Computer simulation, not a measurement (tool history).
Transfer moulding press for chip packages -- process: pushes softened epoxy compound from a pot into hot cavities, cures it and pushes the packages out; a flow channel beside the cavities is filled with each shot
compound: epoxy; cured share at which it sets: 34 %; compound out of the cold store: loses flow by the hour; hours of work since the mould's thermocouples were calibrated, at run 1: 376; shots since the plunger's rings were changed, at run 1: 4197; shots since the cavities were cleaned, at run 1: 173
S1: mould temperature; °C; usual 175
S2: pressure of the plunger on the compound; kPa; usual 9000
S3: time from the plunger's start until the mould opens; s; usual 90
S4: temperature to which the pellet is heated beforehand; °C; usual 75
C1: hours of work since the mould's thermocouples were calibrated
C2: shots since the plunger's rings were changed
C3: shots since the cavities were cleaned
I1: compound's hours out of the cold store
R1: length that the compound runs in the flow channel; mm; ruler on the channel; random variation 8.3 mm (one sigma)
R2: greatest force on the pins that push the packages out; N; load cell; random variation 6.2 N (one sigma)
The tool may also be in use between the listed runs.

| run | hour | S1 | S2 | S3 | S4 | C1 | C2 | C3 | I1 | R1 | R2 |
|---|---|---|---|---|---|---|---|---|---|---|---|
| 1 | 0 | 175 | 9000 | 90 | 75 | 376 | 4197 | 173 | 32.2 | 882 | 227 |
|  | 34.3 | mould's thermocouples calibrated |
|  | 35.8 | cavities cleaned with cleaning compound and waxed |
| 2 | 60.9 | 175 | 9000 | 90 | 75 | 18 | 4944 | 327 | 27.6 | 920 | 223 |
|  | 86.3 | cavities cleaned with cleaning compound and waxed |
|  | 103.8 | plunger's sealing rings changed |
| 3 | 130.5 | 175 | 9000 | 109 | 75 | 66 | 348 | 544 | 14.7 | 1002 | 184 |
|  | 138.3 | cavities cleaned with cleaning compound and waxed |
| 4 | 162.8 | 178 | 9000 | 109 | 75 | 89 | 749 | 320 | 26 | 904 | 174 |
|  | 183.8 | cavities cleaned with cleaning compound and waxed |
| 5 | 209.3 | 178 | 9000 | 109 | 77 | 122 | 1335 | 332 | 31.8 | 876 | 174 |
|  | 228.7 | cavities cleaned with cleaning compound and waxed |
| 6 | 244.4 | 178 | 9000 | 109 | 77 | 147 | 1772 | 204 | 27.6 | 887 | 170 |
|  | 276.4 | cavities cleaned with cleaning compound and waxed |
| 7 | 289.5 | 175 | 9000 | 90 | 75 | 178 | 2340 | 171 | 29.3 | 912 | 230 |
|  | 321.2 | cavities cleaned with cleaning compound and waxed |
| 8 | 332.2 | 175 | 9000 | 89 | 75 | 209 | 2877 | 144 | 17.9 | 959 | 246 |
|  | 365.7 | cavities cleaned with cleaning compound and waxed |
| 9 | 366.6 | 171 | 9820 | 87 | 76 | 233 | 3305 | 11 | 35.4 | 921 | 316 |
| 10 | 397.6 | 181 | 6820 | 90 | 69 | 255 | 3709 | 415 | 8.5 | 862 | 194 |
|  | 412.2 | cavities cleaned with cleaning compound and waxed |
| 11 | 453 | 181 | 6820 | 90 | 69 | 295 | 4411 | 532 | 42.9 | 701 | 184 |
|  | 460 | cavities cleaned with cleaning compound and waxed |
|  | 504.7 | cavities cleaned with cleaning compound and waxed |
| 12 | 512.6 | 173 | 6820 | 90 | 69 | 336 | 5148 | 103 | 37.1 | 773 | 263 |
|  | 535.9 | plunger's sealing rings changed |
|  | 552.9 | cavities cleaned with cleaning compound and waxed |
| 13 | 556.1 | 173 | 6820 | 90 | 69 | 365 | 243 | 42 | 40.4 | 747 | 255 |
|  | 597.6 | cavities cleaned with cleaning compound and waxed |
|  | 605.1 | mould's thermocouples calibrated |
| 14 | 621.6 | 167 | 7170 | 102 | 80 | 12 | 1051 | 288 | 19.1 | 913 | 339 |
|  | 650.4 | cavities cleaned with cleaning compound and waxed |
| 15 | 686.4 | 178 | 7810 | 102 | 80 | 58 | 1874 | 468 | 42.3 | 765 | 174 |
|  | 696.8 | cavities cleaned with cleaning compound and waxed |
|  | 742.5 | cavities cleaned with cleaning compound and waxed |
| 16 | 762.6 | 178 | 7810 | 102 | 80 | 112 | 2828 | 262 | 33.5 | 805 | 180 |

Describe how what the log doesn't record of the tool's condition differs between the last listed run preceding each entry between runs and the first listed run following it.
After run 1, before run 2: mould's thermocouples calibrated (hour 34.3); cavities cleaned with cleaning compound and waxed (hour 35.8)
  true mould temperature over the reading, C: -0.01 -> 0; pressure that reaches the compound, % of what is set: 99.67 -> 99.61; grip of the stained cavities, % over clean ones': 0.6 -> 1.1
After run 2, before run 3: cavities cleaned with cleaning compound and waxed (hour 86.3); plunger's sealing rings changed (hour 103.8)
  true mould temperature over the reading, C: 0 -> -0.01; pressure that reaches the compound, % of what is set: 99.61 -> 99.97; grip of the stained cavities, % over clean ones': 1.1 -> 1.5
After run 3, before run 4: cavities cleaned with cleaning compound and waxed (hour 138.3)
  pressure that reaches the compound, % of what is set: 99.97 -> 99.94; grip of the stained cavities, % over clean ones': 1.5 -> 1.1
After run 4, before run 5: cavities cleaned with cleaning compound and waxed (hour 183.8)
  pressure that reaches the compound, % of what is set: 99.94 -> 99.89
After run 5, before run 6: cavities cleaned with cleaning compound and waxed (hour 228.7)
  pressure that reaches the compound, % of what is set: 99.89 -> 99.85; grip of the stained cavities, % over clean ones': 1.1 -> 0.6
After run 6, before run 7: cavities cleaned with cleaning compound and waxed (hour 276.4)
  pressure that reaches the compound, % of what is set: 99.85 -> 99.81
After run 7, before run 8: cavities cleaned with cleaning compound and waxed (hour 321.2)
  pressure that reaches the compound, % of what is set: 99.81 -> 99.76
After run 8, before run 9: cavities cleaned with cleaning compound and waxed (hour 365.7)
  pressure that reaches the compound, % of what is set: 99.76 -> 99.73; grip of the stained cavities, % over clean ones': 0.6 -> 0
After run 10, before run 11: cavities cleaned with cleaning compound and waxed (hour 412.2)
  pressure that reaches the compound, % of what is set: 99.7 -> 99.64; grip of the stained cavities, % over clean ones': 1.3 -> 1.4
After run 11, before run 12: cavities cleaned with cleaning compound and waxed (hour 460); cavities cleaned with cleaning compound and waxed (hour 504.7)
  true mould temperature over the reading, C: -0.01 -> -0.02; pressure that reaches the compound, % of what is set: 99.64 -> 99.59; grip of the stained cavities, % over clean ones': 1.4 -> 0.4
After run 12, before run 13: plunger's sealing rings changed (hour 535.9); cavities cleaned with cleaning compound and waxed (hour 552.9)
  pressure that reaches the compound, % of what is set: 99.59 -> 99.98; grip of the stained cavities, % over clean ones': 0.4 -> 0.2
After run 13, before run 14: cavities cleaned with cleaning compound and waxed (hour 597.6); mould's thermocouples calibrated (hour 605.1)
  true mould temperature over the reading, C: -0.02 -> 0; pressure that reaches the compound, % of what is set: 99.98 -> 99.91; grip of the stained cavities, % over clean ones': 0.2 -> 1
After run 14, before run 15: cavities cleaned with cleaning compound and waxed (hour 650.4)
  true mould temperature over the reading, C: 0 -> -0.01; pressure that reaches the compound, % of what is set: 99.91 -> 99.84; grip of the stained cavities, % over clean ones': 1 -> 1.5
After run 15, before run 16: cavities cleaned with cleaning compound and waxed (hour 696.8); cavities cleaned with cleaning compound and waxed (hour 742.5)
  pressure that reaches the compound, % of what is set: 99.84 -> 99.77; grip of the stained cavities, % over clean ones': 1.5 -> 0.9

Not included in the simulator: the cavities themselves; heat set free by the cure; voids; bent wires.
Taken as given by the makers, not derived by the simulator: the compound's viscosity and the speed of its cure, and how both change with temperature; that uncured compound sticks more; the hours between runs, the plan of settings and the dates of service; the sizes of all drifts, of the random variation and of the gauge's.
